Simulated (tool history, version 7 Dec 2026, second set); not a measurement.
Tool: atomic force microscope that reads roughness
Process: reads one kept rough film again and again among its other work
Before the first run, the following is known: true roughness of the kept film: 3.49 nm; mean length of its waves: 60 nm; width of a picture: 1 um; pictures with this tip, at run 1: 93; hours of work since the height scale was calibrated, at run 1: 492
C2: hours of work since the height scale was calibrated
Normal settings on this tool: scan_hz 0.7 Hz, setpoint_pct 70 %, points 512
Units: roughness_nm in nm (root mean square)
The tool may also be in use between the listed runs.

Run 1, day 0: usual settings; pictures with this tip 93; C2 492. Result: roughness_nm 3.206 nm (root mean square).
Run 2, day 0.658: usual settings; pictures with this tip 117; C2 500. Result: roughness_nm 3.179 nm (root mean square).
Run 3, day 1.212: usual settings; pictures with this tip 137; C2 507. Result: roughness_nm 3.156 nm (root mean square).
At day 2.096: new tip fitted.
Run 4, day 2.121: usual settings; pictures with this tip 1; C2 517. Result: roughness_nm 3.275 nm (root mean square).
Run 5, day 2.975: usual settings but setpoint_pct 58 %; pictures with this tip 31; C2 527. Result: roughness_nm 3.319 nm (root mean square).
Run 6, day 3.521: usual settings but scan_hz 2.98 Hz; pictures with this tip 51; C2 534. Result: roughness_nm 2.895 nm (root mean square).
Run 7, day 4.438: usual settings but points 835; pictures with this tip 84; C2 545. Result: roughness_nm 3.199 nm (root mean square).
Run 8, day 5.688: usual settings but points 378; pictures with this tip 129; C2 560. Result: roughness_nm 3.176 nm (root mean square).
Run 9, day 6.704: usual settings but scan_hz 0.846 Hz, setpoint_pct 79 %, points 617; pictures with this tip 165; C2 572. Result: roughness_nm 3.019 nm (root mean square).
At day 6.796: new tip fitted.
Run 10, day 7.671: usual settings but scan_hz 0.846 Hz, setpoint_pct 66 %, points 474; pictures with this tip 31; C2 583. Result: roughness_nm 3.254 nm (root mean square).
Run 11, day 8.35: usual settings but scan_hz 1.412 Hz; pictures with this tip 56; C2 592. Result: roughness_nm 3.087 nm (root mean square).
Run 12, day 9.629: usual settings but setpoint_pct 77 %, points 385; pictures with this tip 102; C2 607. Result: roughness_nm 3.098 nm (root mean square).
Run 13, day 10.258: usual settings but scan_hz 0.642 Hz, setpoint_pct 57 %; pictures with this tip 124; C2 614. Result: roughness_nm 3.225 nm (root mean square).

What if the next run were any one of these 5? Each begins from the tool's condition after run 13:
Run A, day 10.804: usual settings but scan_hz 3.886 Hz, setpoint_pct 77 %, points 922; pictures with this tip 144; C2 621. Result: roughness_nm ?.
Run B, day 10.804: usual settings but scan_hz 0.614 Hz, setpoint_pct 83 %, points 593; pictures with this tip 144; C2 621. Result: roughness_nm ?.
Run C, day 10.804: usual settings but scan_hz 0.642 Hz, setpoint_pct 57 %, points 446; pictures with this tip 144; C2 621. Result: roughness_nm ?.
Run D, day 10.804: usual settings but scan_hz 2.934 Hz, setpoint_pct 57 %, points 326; pictures with this tip 144; C2 621. Result: roughness_nm ?.
Run E, day 10.804: usual settings but setpoint_pct 60 %; pictures with this tip 144; C2 621. Result: roughness_nm ?.

run  roughness_nm
  A         2.509
  B         3.073
  C         3.213
  D         3.042
  E         3.188
What these runs would have given with no unlogged condition in the tool:
run  roughness_nm
  A         2.635
  B         3.227
  C         3.375
  D         3.195
  E         3.349
